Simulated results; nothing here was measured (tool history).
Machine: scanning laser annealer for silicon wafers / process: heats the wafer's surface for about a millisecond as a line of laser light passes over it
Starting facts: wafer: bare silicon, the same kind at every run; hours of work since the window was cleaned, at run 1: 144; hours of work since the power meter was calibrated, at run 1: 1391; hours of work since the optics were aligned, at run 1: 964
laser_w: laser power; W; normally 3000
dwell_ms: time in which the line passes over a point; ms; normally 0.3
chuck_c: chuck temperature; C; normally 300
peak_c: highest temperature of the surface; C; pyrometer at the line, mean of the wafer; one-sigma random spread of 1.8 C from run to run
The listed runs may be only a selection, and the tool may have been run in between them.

run    hour  laser_w  dwell_ms  chuck_c  hours of work since the window was cleaned  hours of work since the power meter was calibrated  hours of work since the optics were aligned  peak_c
  1       0     3000       0.3      300                                         144                                                1391                                          964     975
  2    88.1     3000       0.3      300                                         182                                                1429                                         1003     973
  3   144.7     3000       0.3      300                                         207                                                1454                                         1027     974
  4   218.4     3000       0.3      300                                         238                                                1486                                         1059     967
  5   302.5     3000       0.3      300                                         275                                                1522                                         1095     966
  6   370.8     3000       0.3      300                                         304                                                1552                                         1125     960
  7   452.2     3000       0.3      310                                         340                                                1587                                         1160     967
  8   542.4     3000       0.3      337                                         379                                                1626                                         1199     988
  9   596.9     3000       0.3      337                                         402                                                1650                                         1223     990
 10     666     3000       0.3      337                                         432                                                1679                                         1253     984
      690.1  -- window over the wafer cleaned
 11   729.1     3000       0.3      337                                          17                                                1706                                         1279    1028
 12   794.4     3000       0.3      337                                          45                                                1734                                         1308    1024
 13   837.3     3000       0.3      337                                          64                                                1753                                         1326    1024
 14   912.7     3000       0.3      337                                          96                                                1785                                         1359    1019
 15     988     3075       0.3      300                                         129                                                1818                                         1392     997
 16  1053.8     3000       0.3      300                                         158                                                1847                                         1420     978
 17    1127     3000       0.3      300                                         189                                                1878                                         1452     974
     1150.5  -- optics aligned, line set to its width
 18  1212.9     3000       0.3      300                                         224                                                1913                                           27     982

Expected results for the next run?
 19  1268.3     2634     0.227      317                                         248                                                1937                                           51       ?

Run 19 yielded peak_c 814 C.
Had the tool carried no hidden state, the very same run would have given peak_c 832 C.
